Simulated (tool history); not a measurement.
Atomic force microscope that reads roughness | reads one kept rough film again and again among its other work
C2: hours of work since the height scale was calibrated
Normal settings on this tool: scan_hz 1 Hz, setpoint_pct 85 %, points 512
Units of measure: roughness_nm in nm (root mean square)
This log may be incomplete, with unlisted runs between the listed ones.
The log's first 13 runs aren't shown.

Run 14, day 3.604: usual settings; pictures with this tip 141; C2 206. Result: roughness_nm 1.137 nm (root mean square).
At day 3.721: new tip fitted.
Run 15, day 3.854: usual settings but setpoint_pct 72 %; pictures with this tip 2; C2 208. Result: roughness_nm 1.254 nm (root mean square).
Run 16, day 4.142: usual settings but points 923; pictures with this tip 6; C2 211. Result: roughness_nm 1.223 nm (root mean square).
Run 17, day 4.45: usual settings but points 923; pictures with this tip 11; C2 214. Result: roughness_nm 1.214 nm (root mean square).
Run 18, day 4.8: usual settings but points 379; pictures with this tip 17; C2 218. Result: roughness_nm 1.211 nm (root mean square).
Run 19, day 5.05: usual settings; pictures with this tip 21; C2 220. Result: roughness_nm 1.207 nm (root mean square).
Run 20, day 5.442: usual settings; pictures with this tip 27; C2 224. Result: roughness_nm 1.215 nm (root mean square).
Run 21, day 5.621: usual settings; pictures with this tip 30; C2 226. Result: roughness_nm 1.207 nm (root mean square).
Run 22, day 5.854: usual settings; pictures with this tip 33; C2 228. Result: roughness_nm 1.205 nm (root mean square).
Run 23, day 6.238: usual settings; pictures with this tip 39; C2 232. Result: roughness_nm 1.192 nm (root mean square).
Run 24, day 6.592: usual settings but scan_hz 1.44 Hz, setpoint_pct 72 %, points 674; pictures with this tip 45; C2 236. Result: roughness_nm 1.222 nm (root mean square).
Run 25, day 6.892: usual settings but scan_hz 1.44 Hz, setpoint_pct 72 %, points 674; pictures with this tip 50; C2 239. Result: roughness_nm 1.217 nm (root mean square).
Run 26, day 7.071: usual settings but scan_hz 2.66 Hz, setpoint_pct 76 %, points 860; pictures with this tip 52; C2 241. Result: roughness_nm 1.127 nm (root mean square).
Run 27, day 7.392: usual settings but scan_hz 2.66 Hz, setpoint_pct 76 %, points 860; pictures with this tip 58; C2 244. Result: roughness_nm 1.138 nm (root mean square).
Run 28, day 7.783: usual settings but scan_hz 2.66 Hz, setpoint_pct 76 %, points 860; pictures with this tip 64; C2 248. Result: roughness_nm 1.135 nm (root mean square).

Run 29 has not been measured yet. What should we expect?
Run 29, day 8.1: usual settings but setpoint_pct 68 %; pictures with this tip 69; C2 251. Result: roughness_nm ?.

{"run 29": {"roughness_nm": 1.237}}
On a tool with no hidden condition, and with the same random variation, this run would have come out at roughness_nm 1.281 nm (root mean square).

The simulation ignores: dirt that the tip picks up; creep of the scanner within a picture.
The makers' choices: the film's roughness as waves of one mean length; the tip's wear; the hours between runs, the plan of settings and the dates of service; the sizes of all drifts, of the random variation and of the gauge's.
